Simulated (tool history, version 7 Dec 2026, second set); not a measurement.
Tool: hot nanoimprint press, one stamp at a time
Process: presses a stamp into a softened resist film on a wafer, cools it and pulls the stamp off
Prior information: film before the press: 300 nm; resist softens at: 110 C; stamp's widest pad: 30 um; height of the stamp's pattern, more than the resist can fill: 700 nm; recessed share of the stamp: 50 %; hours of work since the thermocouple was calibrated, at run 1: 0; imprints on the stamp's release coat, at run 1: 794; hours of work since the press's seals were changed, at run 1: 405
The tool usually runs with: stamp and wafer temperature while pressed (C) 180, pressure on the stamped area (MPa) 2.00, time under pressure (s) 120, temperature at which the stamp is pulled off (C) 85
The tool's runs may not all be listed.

run   hour  stamp and wafer temperature while pressed (C)  pressure on the stamped area (MPa)  time under pressure (s)  temperature at which the stamp is pulled off (C)  hours of work since the thermocouple was calibrated  imprints on the stamp's release coat  hours of work since the press's seals were changed  resist left under the stamp's widest pad (angstrom)  greatest force while the stamp is pulled off (N)
  1    0.0                                            180                                2.00                      120                                                85                                                    0                                   794                                                 405                                                 1100                                               262
  2   35.4                                            180                                2.00                      120                                                85                                                   22                                   915                                                 427                                                 1094                                               269
  3   54.8                                            180                                2.00                      120                                                85                                                   34                                   981                                                 439                                                 1094                                               277
  4   89.6                                            180                                2.00                      120                                                85                                                   55                                  1100                                                 461                                                 1089                                               279
  5  107.1                                            180                                2.00                      120                                                85                                                   66                                  1160                                                 471                                                 1089                                               284
  6  138.9                                            180                                2.00                      120                                                85                                                   86                                  1268                                                 491                                                 1086                                               284
  7  178.5                                            180                                2.00                      120                                                85                                                  110                                  1404                                                 515                                                 1084                                               304
  8  200.2                                            180                                2.00                      120                                                85                                                  124                                  1478                                                 529                                                 1081                                               312
  9  224.1                                            180                                2.00                      120                                                85                                                  138                                  1560                                                 544                                                 1079                                               311
     236.3  -- stamp cleaned and given a new release coat
 10  250.0                                            180                                2.00                      120                                                85                                                  151                                    46                                                 556                                                 1079                                               211
 11  283.6                                            180                                2.00                      120                                                85                                                  171                                   161                                                 577                                                 1076                                               216
 12  303.3                                            180                                3.05                      120                                                85                                                  183                                   229                                                 589                                                  848                                               216
 13  343.8                                            180                                3.05                      120                                                85                                                  208                                   367                                                 614                                                  843                                               230
 14  380.1                                            180                                3.05                      120                                                85                                                  231                                   491                                                 636                                                  843                                               234
 15  409.7                                            180                                2.00                      120                                                85                                                  249                                   592                                                 654                                                 1066                                               242
     438.1  -- plate thermocouple calibrated
 16  447.3                                            191                                2.02                      120                                                71                                                    6                                   710                                                 676                                                  769                                               362
     473.6  -- press's hydraulic seals changed and the load cell set to zero
 17  491.9                                            180                                1.86                      142                                                85                                                   28                                   835                                                  11                                                 1071                                               272
 18  515.3                                            170                                1.86                      142                                                78                                                   43                                   915                                                  26                                                 1548                                               329
 19  553.0                                            174                                2.76                      120                                                74                                                   66                                  1044                                                  49                                                 1118                                               369
 20  581.4                                            174                                2.76                      120                                                74                                                   84                                  1141                                                  67                                                 1116                                               373
 21  608.3                                            179                                2.00                      120                                                73                                                  100                                  1233                                                  83                                                 1114                                               384
 22  649.6                                            180                                2.22                      120                                                88                                                  126                                  1374                                                 109                                                 1010                                               276
 23  668.5                                            180                                2.22                      120                                                88                                                  137                                  1438                                                 120                                                 1004                                               283
 24  691.4                                            176                                2.00                      104                                                85                                                  151                                  1517                                                 134                                                 1294                                               309
     715.3  -- stamp cleaned and given a new release coat
 25  738.8                                            185                                1.86                       62                                                89                                                  177                                    80                                                 160                                                 1173                                               185
 26  779.1                                            182                                2.61                       62                                                89                                                  202                                   218                                                 185                                                 1065                                               190
 27  818.5                                            180                                2.00                      114                                                85                                                  226                                   352                                                 209                                                 1079                                               231
 28  845.7                                            187                                2.09                      113                                                85                                                  243                                   445                                                 226                                                  821                                               229
     883.9  -- plate thermocouple calibrated
 29  883.9                                            189                                1.36                      120                                                88                                                    0                                   566                                                 248                                                 1007                                               230

Predict each of these 3 candidate next runs independently; none follows another, all start after run 29:
  A  923.8                                            187                                1.85                      120                                                88                                                   25                                   702                                                 272                                                    ?                                                 ?
  B  923.8                                            191                                1.25                       96                                                88                                                   25                                   702                                                 272                                                    ?                                                 ?
  C  923.8                                            189                                1.36                      120                                                81                                                   25                                   702                                                 272                                                    ?                                                 ?

run  resist left under the stamp's widest pad (angstrom)  greatest force while the stamp is pulled off (N)
  A                                                  895                                               235
  B                                                 1070                                               233
  C                                                 1004                                               282
Take away the tool's hidden state, keep each run's random variation, and the runs would have read:
run  resist left under the stamp's widest pad (angstrom)  greatest force while the stamp is pulled off (N)
  A                                                  888                                               194
  B                                                 1066                                               192
  C                                                  999                                               232

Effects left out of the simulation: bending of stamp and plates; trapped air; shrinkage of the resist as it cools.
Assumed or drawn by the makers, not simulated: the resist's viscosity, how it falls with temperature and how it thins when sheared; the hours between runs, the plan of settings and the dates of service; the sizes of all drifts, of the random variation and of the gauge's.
